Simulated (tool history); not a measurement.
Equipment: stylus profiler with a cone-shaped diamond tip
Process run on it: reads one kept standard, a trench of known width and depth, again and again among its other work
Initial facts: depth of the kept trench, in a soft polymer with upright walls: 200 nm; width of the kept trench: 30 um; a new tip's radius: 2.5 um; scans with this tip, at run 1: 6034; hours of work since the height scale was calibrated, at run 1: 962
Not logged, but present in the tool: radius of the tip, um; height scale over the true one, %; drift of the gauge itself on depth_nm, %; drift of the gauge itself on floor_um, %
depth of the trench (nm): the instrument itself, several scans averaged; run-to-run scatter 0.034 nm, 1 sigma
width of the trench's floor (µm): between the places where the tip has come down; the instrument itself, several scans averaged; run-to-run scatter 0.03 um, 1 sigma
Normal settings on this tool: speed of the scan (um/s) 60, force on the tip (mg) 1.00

| run | hour | speed of the scan (um/s) | force on the tip (mg) | scans with this tip | hours of work since the height scale was calibrated | depth of the trench (nm) | width of the trench's floor (µm) |
|---|---|---|---|---|---|---|---|
| 1 | 0.0 | 60 | 1.00 | 6034 | 962 | 201.52 | 27.40 |
| 2 | 80.8 | 60 | 1.00 | 6291 | 1003 | 201.54 | 27.41 |
| 3 | 130.8 | 204 | 1.00 | 6450 | 1028 | 201.57 | 26.93 |
| 4 | 208.5 | 60 | 0.66 | 6696 | 1068 | 201.36 | 27.27 |
| 5 | 289.4 | 60 | 0.66 | 6953 | 1109 | 201.34 | 27.31 |
| 6 | 336.4 | 236 | 1.00 | 7102 | 1133 | 201.65 | 26.69 |
|  | 387.5 | height scale calibrated on a step standard |
| 7 | 387.5 | 60 | 0.37 | 7263 | 0 | 200.44 | 27.13 |
| 8 | 426.0 | 60 | 0.37 | 7385 | 19 | 200.48 | 27.19 |
| 9 | 470.6 | 60 | 0.37 | 7527 | 42 | 200.52 | 27.18 |
| 10 | 545.7 | 60 | 0.37 | 7766 | 80 | 200.50 | 27.19 |
| 11 | 608.0 | 60 | 0.37 | 7963 | 112 | 200.51 | 27.17 |
| 12 | 668.0 | 60 | 0.37 | 8154 | 142 | 200.56 | 27.10 |
| 13 | 711.2 | 60 | 0.37 | 8291 | 164 | 200.50 | 27.12 |
| 14 | 766.8 | 51 | 1.00 | 8468 | 192 | 201.10 | 27.25 |
| 15 | 840.5 | 60 | 2.94 | 8701 | 229 | 202.27 | 27.36 |
| 16 | 884.3 | 60 | 2.94 | 8841 | 252 | 202.30 | 27.31 |
| 17 | 962.2 | 60 | 2.94 | 9088 | 291 | 202.25 | 27.30 |
| 18 | 1008.0 | 60 | 0.63 | 9233 | 314 | 200.84 | 27.13 |
| 19 | 1084.2 | 34 | 1.00 | 9475 | 353 | 201.13 | 27.25 |
| 20 | 1119.9 | 60 | 1.00 | 9589 | 371 | 201.21 | 27.19 |
| 21 | 1170.3 | 60 | 1.00 | 9749 | 396 | 201.18 | 27.17 |
| 22 | 1224.2 | 60 | 1.00 | 9920 | 424 | 201.19 | 27.17 |
| 23 | 1291.4 | 70 | 2.55 | 10133 | 458 | 202.18 | 27.20 |
| 24 | 1358.1 | 80 | 2.24 | 10345 | 491 | 202.01 | 27.12 |
| 25 | 1411.8 | 172 | 1.71 | 10516 | 519 | 201.64 | 26.88 |
| 26 | 1476.5 | 172 | 1.71 | 10721 | 551 | 201.86 | 26.86 |
| 27 | 1539.8 | 89 | 1.42 | 10922 | 584 | 201.68 | 27.05 |
| 28 | 1594.1 | 44 | 0.76 | 11095 | 611 | 201.10 | 27.13 |
| 29 | 1645.6 | 22 | 1.48 | 11258 | 637 | 201.59 | 27.25 |
| 30 | 1691.6 | 22 | 1.48 | 11404 | 660 | 201.69 | 27.22 |
| 31 | 1758.8 | 118 | 0.57 | 11617 | 694 | 201.01 | 26.73 |
| 32 | 1828.6 | 77 | 0.78 | 11839 | 730 | 201.20 | 26.92 |
| 33 | 1908.2 | 63 | 1.79 | 12092 | 770 | 201.95 | 27.05 |
| 34 | 1947.1 | 172 | 0.80 | 12215 | 790 | 201.22 | 26.55 |
| 35 | 1998.2 | 172 | 0.80 | 12378 | 816 | 201.25 | 26.54 |
| 36 | 2059.5 | 30 | 0.83 | 12572 | 847 | 201.28 | 27.10 |
| 37 | 2129.5 | 50 | 1.23 | 12795 | 882 | 201.63 | 27.10 |
| 38 | 2171.6 | 50 | 1.23 | 12928 | 903 | 201.63 | 27.00 |
| 39 | 2236.2 | 86 | 0.62 | 13133 | 936 | 201.18 | 26.80 |
| 40 | 2294.0 | 19 | 0.41 | 13317 | 965 | 201.06 | 27.02 |
| 41 | 2356.1 | 60 | 0.71 | 13514 | 997 | 201.33 | 26.90 |
| 42 | 2394.2 | 59 | 0.69 | 13635 | 1016 | 201.36 | 26.92 |
| 43 | 2453.2 | 44 | 0.52 | 13822 | 1046 | 201.19 | 26.95 |

Consider 3 possible next runs. They are alternatives, not a sequence: every one starts from the tool as it was left by run 43. What does each give?
| A | 2523.8 | 37 | 2.94 | 14047 | 1082 | ? | ? |
| B | 2523.8 | 16 | 2.73 | 14047 | 1082 | ? | ? |
| C | 2523.8 | 30 | 0.72 | 14047 | 1082 | ? | ? |

| run | depth of the trench (nm) | width of the trench's floor (µm) |
|---|---|---|
| A | 202.72 | 27.09 |
| B | 202.60 | 27.14 |
| C | 201.34 | 27.02 |
With no hidden state in the tool, these same runs would have given:
| run | depth of the trench (nm) | width of the trench's floor (µm) |
|---|---|---|
| A | 202.24 | 27.99 |
| B | 202.12 | 28.04 |
| C | 200.86 | 27.93 |
